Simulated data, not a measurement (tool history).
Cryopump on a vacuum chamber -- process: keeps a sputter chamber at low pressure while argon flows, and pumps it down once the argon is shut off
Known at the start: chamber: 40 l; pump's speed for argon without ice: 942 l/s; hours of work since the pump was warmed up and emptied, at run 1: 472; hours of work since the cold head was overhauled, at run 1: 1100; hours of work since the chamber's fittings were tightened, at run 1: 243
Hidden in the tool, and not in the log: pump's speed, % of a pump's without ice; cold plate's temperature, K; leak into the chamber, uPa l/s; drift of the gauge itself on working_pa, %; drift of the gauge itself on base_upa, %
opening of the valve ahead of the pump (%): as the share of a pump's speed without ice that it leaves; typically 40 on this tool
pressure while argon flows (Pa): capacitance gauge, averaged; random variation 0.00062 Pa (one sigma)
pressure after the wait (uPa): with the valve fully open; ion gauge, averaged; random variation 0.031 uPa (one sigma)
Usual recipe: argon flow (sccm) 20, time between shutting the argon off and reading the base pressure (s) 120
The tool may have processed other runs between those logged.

| run | hour | argon flow (sccm) | time between shutting the argon off and reading the base pressure (s) | opening of the valve ahead of the pump (%) | hours of work since the pump was warmed up and emptied | hours of work since the cold head was overhauled | hours of work since the chamber's fittings were tightened | pressure while argon flows (Pa) | pressure after the wait (uPa) |
|---|---|---|---|---|---|---|---|---|---|
| 1 | 0 | 20 | 120 | 40 | 472 | 1100 | 243 | 0.1029 | 1.9 |
| 2 | 55.4 | 22 | 120 | 40 | 513 | 1140 | 284 | 0.1147 | 1.96 |
| 3 | 86 | 13 | 120 | 40 | 535 | 1163 | 306 | 0.0688 | 1.97 |
|  | 124.6 | pump warmed up, emptied and cooled again |
| 4 | 133.9 | 13 | 120 | 40 | 7 | 1194 | 337 | 0.0593 | 1.8 |
| 5 | 172.3 | 20 | 105 | 40 | 35 | 1222 | 365 | 0.0894 | 2.02 |
| 6 | 195.9 | 29 | 21 | 34 | 52 | 1239 | 382 | 0.1548 | 8.06 |
| 7 | 224.7 | 8 | 244 | 40 | 73 | 1260 | 403 | 0.0367 | 1.16 |
| 8 | 250.2 | 19 | 132 | 52 | 91 | 1278 | 422 | 0.068 | 1.72 |
| 9 | 292.4 | 19 | 132 | 52 | 122 | 1309 | 452 | 0.0686 | 1.68 |
| 10 | 322.4 | 19 | 132 | 52 | 144 | 1331 | 474 | 0.0694 | 1.8 |

4 options for the next run, each taken on its own from the tool as it stands now. Forecast them:
| A | 361.4 | 20 | 252 | 37 | 172 | 1359 | 502 | ? | ? |
| B | 361.4 | 20 | 120 | 23 | 172 | 1359 | 502 | ? | ? |
| C | 361.4 | 16 | 71 | 37 | 172 | 1359 | 502 | ? | ? |
| D | 361.4 | 22 | 59 | 16 | 172 | 1359 | 502 | ? | ? |

| run | pressure while argon flows (Pa) | pressure after the wait (uPa) |
|---|---|---|
| A | 0.1012 | 1.17 |
| B | 0.1602 | 1.83 |
| C | 0.081 | 2.82 |
| D | 0.2514 | 3.3 |
With the hidden condition removed and each run's random variation left untouched, the same runs would have given:
| run | pressure while argon flows (Pa) | pressure after the wait (uPa) |
|---|---|---|
| A | 0.0966 | 0.89 |
| B | 0.1556 | 1.56 |
| C | 0.0773 | 2.54 |
| D | 0.2463 | 3.02 |
